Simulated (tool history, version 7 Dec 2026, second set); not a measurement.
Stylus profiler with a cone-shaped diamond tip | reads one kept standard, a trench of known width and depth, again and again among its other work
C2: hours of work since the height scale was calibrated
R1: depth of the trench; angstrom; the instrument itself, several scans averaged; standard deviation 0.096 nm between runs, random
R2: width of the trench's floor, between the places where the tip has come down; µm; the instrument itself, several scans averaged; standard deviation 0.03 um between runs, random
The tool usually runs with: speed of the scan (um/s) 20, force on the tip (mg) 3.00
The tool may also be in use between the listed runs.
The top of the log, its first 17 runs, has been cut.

{"run": 18, "hour": 879.7, "speed of the scan (um/s)": 20, "force on the tip (mg)": 2.38, "scans with this tip": 14380, "C2": 977, "R1": 2019.0, "R2": 27.55}
{"run": 19, "hour": 924.3, "speed of the scan (um/s)": 20, "force on the tip (mg)": 1.07, "scans with this tip": 14698, "C2": 999, "R1": 2009.9, "R2": 27.47}
{"run": 20, "hour": 983.9, "speed of the scan (um/s)": 20, "force on the tip (mg)": 1.07, "scans with this tip": 15123, "C2": 1028, "R1": 2008.1, "R2": 27.46}
{"run": 21, "hour": 1025.1, "speed of the scan (um/s)": 20, "force on the tip (mg)": 1.07, "scans with this tip": 15417, "C2": 1048, "R1": 2007.8, "R2": 27.43}
{"run": 22, "hour": 1093.0, "speed of the scan (um/s)": 20, "force on the tip (mg)": 1.07, "scans with this tip": 15901, "C2": 1081, "R1": 2009.9, "R2": 27.48}
{"run": 23, "hour": 1127.7, "speed of the scan (um/s)": 20, "force on the tip (mg)": 6.46, "scans with this tip": 16148, "C2": 1097, "R1": 2038.4, "R2": 27.52}
{"run": 24, "hour": 1196.2, "speed of the scan (um/s)": 45, "force on the tip (mg)": 2.48, "scans with this tip": 16636, "C2": 1131, "R1": 2018.2, "R2": 27.32}
{"run": 25, "hour": 1267.7, "speed of the scan (um/s)": 10, "force on the tip (mg)": 6.61, "scans with this tip": 17146, "C2": 1165, "R1": 2039.0, "R2": 27.44}
{"run": 26, "hour": 1341.2, "speed of the scan (um/s)": 67, "force on the tip (mg)": 3.59, "scans with this tip": 17670, "C2": 1201, "R1": 2024.9, "R2": 27.29}
{"run": 27, "hour": 1399.2, "speed of the scan (um/s)": 44, "force on the tip (mg)": 4.08, "scans with this tip": 18084, "C2": 1229, "R1": 2025.3, "R2": 27.4}
{"run": 28, "hour": 1474.4, "speed of the scan (um/s)": 52, "force on the tip (mg)": 2.61, "scans with this tip": 18620, "C2": 1265, "R1": 2018.1, "R2": 27.2}
{"run": 29, "hour": 1551.0, "speed of the scan (um/s)": 52, "force on the tip (mg)": 2.61, "scans with this tip": 19166, "C2": 1302, "R1": 2017.7, "R2": 27.23}
{"hour": 1557.2, "done": "height scale calibrated on a step standard"}
{"run": 30, "hour": 1623.3, "speed of the scan (um/s)": 71, "force on the tip (mg)": 1.2, "scans with this tip": 19678, "C2": 32, "R1": 2006.8, "R2": 27.14}
{"run": 31, "hour": 1664.5, "speed of the scan (um/s)": 7, "force on the tip (mg)": 1.15, "scans with this tip": 19972, "C2": 52, "R1": 2008.8, "R2": 27.39}
{"run": 32, "hour": 1713.3, "speed of the scan (um/s)": 7, "force on the tip (mg)": 2.22, "scans with this tip": 20320, "C2": 76, "R1": 2012.3, "R2": 27.34}
{"run": 33, "hour": 1775.2, "speed of the scan (um/s)": 5, "force on the tip (mg)": 4.27, "scans with this tip": 20761, "C2": 106, "R1": 2027.5, "R2": 27.32}
{"hour": 1808.3, "done": "height scale calibrated on a step standard, once more"}
{"run": 34, "hour": 1823.7, "speed of the scan (um/s)": 5, "force on the tip (mg)": 4.27, "scans with this tip": 21103, "C2": 7, "R1": 2031.3, "R2": 27.35}
{"run": 35, "hour": 1871.7, "speed of the scan (um/s)": 5, "force on the tip (mg)": 4.27, "scans with this tip": 21446, "C2": 31, "R1": 2032.7, "R2": 27.33}
{"run": 36, "hour": 1945.5, "speed of the scan (um/s)": 11, "force on the tip (mg)": 5.41, "scans with this tip": 21972, "C2": 66, "R1": 2040.3, "R2": 27.32}
{"run": 37, "hour": 2023.2, "speed of the scan (um/s)": 6, "force on the tip (mg)": 4.72, "scans with this tip": 22526, "C2": 104, "R1": 2036.3, "R2": 27.33}
{"run": 38, "hour": 2075.1, "speed of the scan (um/s)": 6, "force on the tip (mg)": 2.26, "scans with this tip": 22896, "C2": 129, "R1": 2020.6, "R2": 27.28}
{"run": 39, "hour": 2149.1, "speed of the scan (um/s)": 17, "force on the tip (mg)": 4.54, "scans with this tip": 23423, "C2": 165, "R1": 2031.1, "R2": 27.17}
{"run": 40, "hour": 2181.6, "speed of the scan (um/s)": 13, "force on the tip (mg)": 7.88, "scans with this tip": 23655, "C2": 181, "R1": 2048.3, "R2": 27.21}

What will run 41 give?
{"run": 41, "hour": 2220.0, "speed of the scan (um/s)": 59, "force on the tip (mg)": 3.0, "scans with this tip": 23928, "C2": 199, "R1": "?", "R2": "?"}

Run 41 produced R1 2025.6 angstrom, R2 27.08 µm.
With the hidden condition absent and the run-to-run variation left alone, this run would have shown R1 2026.1 angstrom, R2 28.09 µm.
